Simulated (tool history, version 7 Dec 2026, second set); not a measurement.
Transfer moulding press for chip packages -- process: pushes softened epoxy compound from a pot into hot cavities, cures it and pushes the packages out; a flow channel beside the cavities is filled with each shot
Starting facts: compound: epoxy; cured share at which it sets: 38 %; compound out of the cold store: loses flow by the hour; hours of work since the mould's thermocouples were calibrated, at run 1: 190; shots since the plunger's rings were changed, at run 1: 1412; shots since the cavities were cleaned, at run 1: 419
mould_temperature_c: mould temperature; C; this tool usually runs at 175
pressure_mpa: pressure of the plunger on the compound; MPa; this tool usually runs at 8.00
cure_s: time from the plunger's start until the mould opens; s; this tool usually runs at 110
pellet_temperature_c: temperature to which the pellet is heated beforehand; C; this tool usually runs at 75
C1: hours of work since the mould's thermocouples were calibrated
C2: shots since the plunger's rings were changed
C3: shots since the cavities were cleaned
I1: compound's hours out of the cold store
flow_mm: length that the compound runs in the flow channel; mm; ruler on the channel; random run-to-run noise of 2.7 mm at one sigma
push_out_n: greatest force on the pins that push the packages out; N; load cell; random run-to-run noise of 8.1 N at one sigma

{"run": 1, "hour": 0.0, "mould_temperature_c": 175, "pressure_mpa": 8.0, "cure_s": 110, "pellet_temperature_c": 75, "C1": 190, "C2": 1412, "C3": 419, "I1": 11.7, "flow_mm": 1007, "push_out_n": 443}
{"run": 2, "hour": 9.5, "mould_temperature_c": 175, "pressure_mpa": 8.0, "cure_s": 110, "pellet_temperature_c": 75, "C1": 195, "C2": 1498, "C3": 505, "I1": 22.8, "flow_mm": 956, "push_out_n": 447}
{"hour": 18.7, "done": "cavities cleaned with cleaning compound and waxed"}
{"run": 3, "hour": 33.7, "mould_temperature_c": 175, "pressure_mpa": 8.0, "cure_s": 110, "pellet_temperature_c": 75, "C1": 208, "C2": 1703, "C3": 135, "I1": 22.6, "flow_mm": 953, "push_out_n": 395}
{"run": 4, "hour": 43.2, "mould_temperature_c": 175, "pressure_mpa": 8.0, "cure_s": 110, "pellet_temperature_c": 75, "C1": 214, "C2": 1788, "C3": 220, "I1": 43.9, "flow_mm": 869, "push_out_n": 390}
{"run": 5, "hour": 61.6, "mould_temperature_c": 175, "pressure_mpa": 8.0, "cure_s": 110, "pellet_temperature_c": 75, "C1": 224, "C2": 1954, "C3": 386, "I1": 9.7, "flow_mm": 1003, "push_out_n": 436}
{"hour": 84.1, "done": "cavities cleaned with cleaning compound and waxed"}
{"run": 6, "hour": 85.6, "mould_temperature_c": 175, "pressure_mpa": 8.0, "cure_s": 110, "pellet_temperature_c": 75, "C1": 237, "C2": 2156, "C3": 13, "I1": 38.1, "flow_mm": 890, "push_out_n": 340}
{"run": 7, "hour": 106.8, "mould_temperature_c": 175, "pressure_mpa": 8.0, "cure_s": 110, "pellet_temperature_c": 75, "C1": 249, "C2": 2348, "C3": 205, "I1": 19.6, "flow_mm": 959, "push_out_n": 405}
{"run": 8, "hour": 116.8, "mould_temperature_c": 175, "pressure_mpa": 8.0, "cure_s": 110, "pellet_temperature_c": 75, "C1": 255, "C2": 2438, "C3": 295, "I1": 15.1, "flow_mm": 977, "push_out_n": 424}
{"run": 9, "hour": 128.2, "mould_temperature_c": 175, "pressure_mpa": 8.0, "cure_s": 110, "pellet_temperature_c": 75, "C1": 262, "C2": 2540, "C3": 397, "I1": 19.4, "flow_mm": 958, "push_out_n": 439}
{"hour": 149.4, "done": "cavities cleaned with cleaning compound and waxed"}
{"run": 10, "hour": 150.6, "mould_temperature_c": 175, "pressure_mpa": 8.0, "cure_s": 110, "pellet_temperature_c": 75, "C1": 274, "C2": 2729, "C3": 11, "I1": 30.7, "flow_mm": 912, "push_out_n": 364}
{"run": 11, "hour": 172.5, "mould_temperature_c": 175, "pressure_mpa": 8.0, "cure_s": 110, "pellet_temperature_c": 83, "C1": 286, "C2": 2926, "C3": 208, "I1": 25.3, "flow_mm": 926, "push_out_n": 420}
{"run": 12, "hour": 185.8, "mould_temperature_c": 175, "pressure_mpa": 8.0, "cure_s": 110, "pellet_temperature_c": 83, "C1": 294, "C2": 3046, "C3": 328, "I1": 47.7, "flow_mm": 843, "push_out_n": 419}
{"run": 13, "hour": 205.1, "mould_temperature_c": 175, "pressure_mpa": 8.0, "cure_s": 110, "pellet_temperature_c": 75, "C1": 305, "C2": 3220, "C3": 502, "I1": 20.4, "flow_mm": 945, "push_out_n": 441}
{"hour": 215.4, "done": "cavities cleaned with cleaning compound and waxed"}
{"run": 14, "hour": 224.7, "mould_temperature_c": 169, "pressure_mpa": 8.0, "cure_s": 110, "pellet_temperature_c": 75, "C1": 315, "C2": 3384, "C3": 84, "I1": 23.7, "flow_mm": 971, "push_out_n": 478}
{"hour": 245.3, "done": "plunger's sealing rings changed"}
{"run": 15, "hour": 245.3, "mould_temperature_c": 178, "pressure_mpa": 6.82, "cure_s": 138, "pellet_temperature_c": 65, "C1": 326, "C2": 0, "C3": 247, "I1": 24.6, "flow_mm": 869, "push_out_n": 389}
{"run": 16, "hour": 256.1, "mould_temperature_c": 178, "pressure_mpa": 6.82, "cure_s": 138, "pellet_temperature_c": 65, "C1": 332, "C2": 96, "C3": 343, "I1": 28.0, "flow_mm": 856, "push_out_n": 396}
{"run": 17, "hour": 273.4, "mould_temperature_c": 176, "pressure_mpa": 6.58, "cure_s": 130, "pellet_temperature_c": 74, "C1": 342, "C2": 252, "C3": 499, "I1": 11.9, "flow_mm": 909, "push_out_n": 416}
{"hour": 283.2, "done": "cavities cleaned with cleaning compound and waxed"}
{"run": 18, "hour": 291.4, "mould_temperature_c": 178, "pressure_mpa": 8.0, "cure_s": 110, "pellet_temperature_c": 75, "C1": 352, "C2": 401, "C3": 74, "I1": 21.6, "flow_mm": 944, "push_out_n": 361}
{"run": 19, "hour": 302.7, "mould_temperature_c": 178, "pressure_mpa": 8.0, "cure_s": 110, "pellet_temperature_c": 75, "C1": 358, "C2": 503, "C3": 176, "I1": 46.0, "flow_mm": 853, "push_out_n": 374}
{"run": 20, "hour": 325.5, "mould_temperature_c": 180, "pressure_mpa": 8.33, "cure_s": 95, "pellet_temperature_c": 75, "C1": 371, "C2": 708, "C3": 381, "I1": 34.7, "flow_mm": 902, "push_out_n": 416}
{"run": 21, "hour": 343.6, "mould_temperature_c": 170, "pressure_mpa": 9.13, "cure_s": 95, "pellet_temperature_c": 75, "C1": 382, "C2": 871, "C3": 544, "I1": 22.7, "flow_mm": 1064, "push_out_n": 704}
{"hour": 348.8, "done": "cavities cleaned with cleaning compound and waxed"}
{"run": 22, "hour": 364.5, "mould_temperature_c": 170, "pressure_mpa": 9.13, "cure_s": 127, "pellet_temperature_c": 75, "C1": 393, "C2": 1047, "C3": 142, "I1": 35.6, "flow_mm": 1000, "push_out_n": 387}
{"run": 23, "hour": 376.6, "mould_temperature_c": 170, "pressure_mpa": 9.13, "cure_s": 127, "pellet_temperature_c": 75, "C1": 400, "C2": 1155, "C3": 250, "I1": 37.8, "flow_mm": 990, "push_out_n": 426}
{"run": 24, "hour": 392.7, "mould_temperature_c": 170, "pressure_mpa": 9.13, "cure_s": 106, "pellet_temperature_c": 75, "C1": 409, "C2": 1300, "C3": 395, "I1": 36.4, "flow_mm": 996, "push_out_n": 531}
{"run": 25, "hour": 411.6, "mould_temperature_c": 173, "pressure_mpa": 6.69, "cure_s": 102, "pellet_temperature_c": 81, "C1": 420, "C2": 1470, "C3": 565, "I1": 8.1, "flow_mm": 945, "push_out_n": 504}
{"hour": 414.2, "done": "cavities cleaned with cleaning compound and waxed"}
{"run": 26, "hour": 428.2, "mould_temperature_c": 173, "pressure_mpa": 6.69, "cure_s": 102, "pellet_temperature_c": 81, "C1": 429, "C2": 1607, "C3": 127, "I1": 23.2, "flow_mm": 878, "push_out_n": 447}
{"run": 27, "hour": 449.9, "mould_temperature_c": 174, "pressure_mpa": 8.18, "cure_s": 135, "pellet_temperature_c": 79, "C1": 441, "C2": 1802, "C3": 322, "I1": 40.6, "flow_mm": 890, "push_out_n": 400}

Hidden state or all else? Some run-to-run changes of flow_mm, split into what the settings, what came in and random variation would give without the hidden state, and what is left for the hidden state (with any gauge scatter that isn't in both results):
What the log doesn't record here: true mould temperature over the reading, C; pressure that reaches the compound, % of what is set; grip of the stained cavities, % over clean ones'; drift of the gauge itself on flow_mm, %; drift of the gauge itself on push_out_n, %.
Run 4 -> 5: no setting touched and nothing written in the log between the runs. flow_mm +134 mm: hidden state -5, all else +139.
Run 14 -> 15: mould_temperature_c 169 -> 178, pressure_mpa 8.00 -> 6.82, cure_s 110 -> 138, pellet_temperature_c 75 -> 65, plunger's sealing rings changed. flow_mm -102 mm: hidden state +32, all else -134.
Run 20 -> 21: mould_temperature_c 180 -> 170, pressure_mpa 8.33 -> 9.13. flow_mm +162 mm: hidden state -4, all else +166.
